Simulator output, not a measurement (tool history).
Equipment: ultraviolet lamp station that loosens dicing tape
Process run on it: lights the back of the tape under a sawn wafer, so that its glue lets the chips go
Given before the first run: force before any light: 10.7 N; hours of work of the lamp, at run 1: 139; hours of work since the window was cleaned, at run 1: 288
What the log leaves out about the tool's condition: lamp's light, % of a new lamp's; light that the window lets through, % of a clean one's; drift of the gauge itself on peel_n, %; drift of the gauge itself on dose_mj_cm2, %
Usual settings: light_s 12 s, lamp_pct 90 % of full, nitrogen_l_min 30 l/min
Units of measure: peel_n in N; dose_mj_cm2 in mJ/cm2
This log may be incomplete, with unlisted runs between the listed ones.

run	hour	light_s	lamp_pct	nitrogen_l_min	hours of work of the lamp	hours of work since the window was cleaned	peel_n	dose_mj_cm2
1	0	12	90	30	139	288	0.446	421
2	27.3	15	90	30	159	309	0.306	532
3	64.2	15	90	10	187	337	0.74	526
4	81.1	12	90	30	200	350	0.464	417
5	107.7	12	90	30	220	370	0.48	412
6	124.9	12	90	30	233	383	0.492	405
7	141.8	12	60	30	246	396	1.171	268
8	178.9	12	92	30	274	424	0.486	402
9	205	12	90	30	294	443	0.523	391
10	224.8	12	90	30	309	458	0.53	392
11	243.5	12	92	30	323	473	0.526	398
12	259	12	92	30	335	484	0.514	394
13	279.1	12	80	30	350	500	0.721	339
14	316.3	18	90	30	378	528	0.277	570
# hour 319.4: window cleaned of glue's vapour
15	352.2	12	75	30	405	25	1.008	290
16	379.6	12	75	30	426	46	1.063	290
17	403.8	12	90	30	444	64	0.691	337
18	433.8	12	90	30	467	87	0.759	339
19	470.7	12	90	30	495	115	0.747	330
# hour 505.8: window cleaned of glue's vapour, once more
20	507.5	12	90	30	522	1	0.488	407
21	525	12	90	28	536	15	0.526	407
22	555	20	73	30	558	37	0.294	541
23	583.9	12	91	40	580	59	0.405	396
24	621.6	16	84	21	609	88	0.428	488
25	643	16	84	21	625	104	0.454	483
26	672.7	7	64	48	647	126	2.297	157
27	704	7	91	23	671	150	1.901	224
28	729	23	84	30	690	169	0.217	672
29	749.5	6	90	30	706	185	2.133	185
30	785.5	12	86	30	733	212	0.682	354
31	816.3	7	81	30	756	235	2.194	190
32	834.8	14	90	10	770	249	1.145	420
33	852.9	15	97	10	784	263	0.852	474
34	870.4	15	97	10	797	276	0.865	477
35	892.7	15	97	10	814	293	0.919	470
36	913.2	11	98	37	830	309	0.582	342
37	945.5	11	98	37	854	333	0.602	346
38	970.4	11	98	37	873	352	0.622	340
39	996.2	11	98	37	892	371	0.62	335
40	1020.5	24	76	30	911	390	0.277	567
41	1057.8	18	65	38	939	418	0.565	354
42	1079.8	18	97	43	956	435	0.255	528

Hidden condition of the tool, last listed run before each entry between runs versus first listed run after:
In the gap between runs 14 and 15: window cleaned of glue's vapour (hour 319.4)
  lamp's light, % of a new lamp's: 90.1 -> 89.4; light that the window lets through, % of a clean one's: 88.9 -> 82.6
  measured less the result without the state, peel_n: +0.051 -> +0.489 N; dose_mj_cm2: -141 -> -102 mJ/cm2
In the gap between runs 19 and 20: window cleaned of glue's vapour, once more (hour 505.8)
  lamp's light, % of a new lamp's: 87.1 -> 86.4; light that the window lets through, % of a clean one's: 80.8 -> 99.9
  measured less the result without the state, peel_n: +0.391 -> +0.128 N; dose_mj_cm2: -140 -> -65 mJ/cm2

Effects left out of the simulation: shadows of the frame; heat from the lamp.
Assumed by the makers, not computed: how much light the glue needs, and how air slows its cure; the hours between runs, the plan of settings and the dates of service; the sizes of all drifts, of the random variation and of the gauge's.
